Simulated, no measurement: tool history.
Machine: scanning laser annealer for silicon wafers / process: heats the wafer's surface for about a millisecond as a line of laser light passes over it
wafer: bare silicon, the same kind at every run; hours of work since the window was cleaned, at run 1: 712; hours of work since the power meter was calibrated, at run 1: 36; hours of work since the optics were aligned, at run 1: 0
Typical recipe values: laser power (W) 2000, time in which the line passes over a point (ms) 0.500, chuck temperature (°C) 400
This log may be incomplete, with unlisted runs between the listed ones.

run   hour  laser power (W)  time in which the line passes over a point (ms)  chuck temperature (°C)  hours of work since the window was cleaned  hours of work since the power meter was calibrated  hours of work since the optics were aligned  highest temperature of the surface (°C)
  1    0.0             2000                                            0.500                     400                                         712                                                  36                                            0                                     1164
  2    8.6             2000                                            0.500                     400                                         716                                                  41                                            5                                     1162
  3   23.8             2000                                            0.500                     400                                         725                                                  50                                           13                                     1163
      36.2  -- window over the wafer cleaned
  4   43.6             2000                                            0.500                     400                                           4                                                  60                                           23                                     1173
  5   54.4             2000                                            0.500                     400                                          10                                                  65                                           29                                     1176
  6   69.6             2000                                            0.500                     400                                          18                                                  74                                           37                                     1174
  7   86.4             2000                                            0.500                     400                                          28                                                  83                                           47                                     1174
  8   98.4             2000                                            0.500                     400                                          34                                                  90                                           53                                     1172
  9  110.9             2000                                            0.500                     412                                          41                                                  97                                           60                                     1185
 10  120.0             2000                                            0.500                     412                                          46                                                 102                                           65                                     1187
 11  133.8             2000                                            0.500                     412                                          54                                                 109                                           73                                     1182
 12  152.0             2000                                            0.500                     400                                          64                                                 120                                           83                                     1169
 13  162.5             2000                                            0.488                     400                                          70                                                 125                                           89                                     1164
     166.4  -- laser's power meter calibrated
 14  181.7             2000                                            0.500                     400                                          79                                                   8                                           98                                     1173
 15  190.7             2000                                            0.500                     400                                          84                                                  13                                          103                                     1170
 16  199.7             2000                                            0.500                     400                                          89                                                  18                                          108                                     1169
 17  213.9             2000                                            0.500                     400                                          97                                                  26                                          116                                     1170
 18  223.2             2000                                            0.587                     400                                         102                                                  31                                          121                                     1229
 19  237.4             1948                                            0.587                     404                                         110                                                  39                                          129                                     1215
 20  252.7             2178                                            0.578                     392                                         118                                                  48                                          137                                     1277
 21  269.1             2191                                            0.578                     414                                         127                                                  57                                          146                                     1308
     274.3  -- laser's power meter calibrated, once more
 22  288.4             1702                                            0.508                     381                                         136                                                   8                                          155                                     1047
 23  305.5             2000                                            0.500                     371                                         146                                                  17                                          165                                     1138
 24  320.6             1724                                            0.500                     384                                         154                                                  26                                          173                                     1053
 25  335.3             1724                                            0.500                     377                                         162                                                  34                                          181                                     1049
 26  349.9             1768                                            0.420                     411                                         170                                                  42                                          189                                     1041
 27  364.5             1768                                            0.420                     411                                         178                                                  50                                          197                                     1045
 28  371.9             1768                                            0.420                     411                                         182                                                  54                                          201                                     1044
 29  382.3             1809                                            0.500                     413                                         188                                                  60                                          207                                     1115
 30  394.7             1781                                            0.455                     429                                         195                                                  67                                          214                                     1090
 31  409.1             1781                                            0.455                     429                                         203                                                  75                                          222                                     1087
 32  419.9             2000                                            0.500                     433                                         209                                                  81                                          228                                     1199
 33  431.0             2124                                            0.500                     400                                         215                                                  87                                          234                                     1206
 34  448.1             1809                                            0.569                     383                                         225                                                  96                                          244                                     1127
 35  459.8             2000                                            0.562                     400                                         231                                                 103                                          250                                     1212

Hidden condition of the tool, last listed run before each entry between runs versus first listed run after:
Logged between run 3 and run 4: window over the wafer cleaned (hour 36.2)
  light that passes the window, % of a clean one's: 98.21 -> 99.83; laser's true power over the reading, %: -0.03 -> -0.02; width of the line over the set one, %: 0.07 -> 0.13
  what was measured, less what the result would be without the hidden state, highest temperature of the surface (°C): -13 -> -1
Logged between run 13 and run 14: laser's power meter calibrated (hour 166.4)
  light that passes the window, % of a clean one's: 99.67 -> 99.65; width of the line over the set one, %: 0.47 -> 0.52
  what was measured, less what the result would be without the hidden state, highest temperature of the surface (°C): -4 -> -4
Logged between run 21 and run 22: laser's power meter calibrated, once more (hour 274.3)
  light that passes the window, % of a clean one's: 99.54 -> 99.52; laser's true power over the reading, %: 0.02 -> -0.11; width of the line over the set one, %: 0.76 -> 0.81
  what was measured, less what the result would be without the hidden state, highest temperature of the surface (°C): -7 -> -6
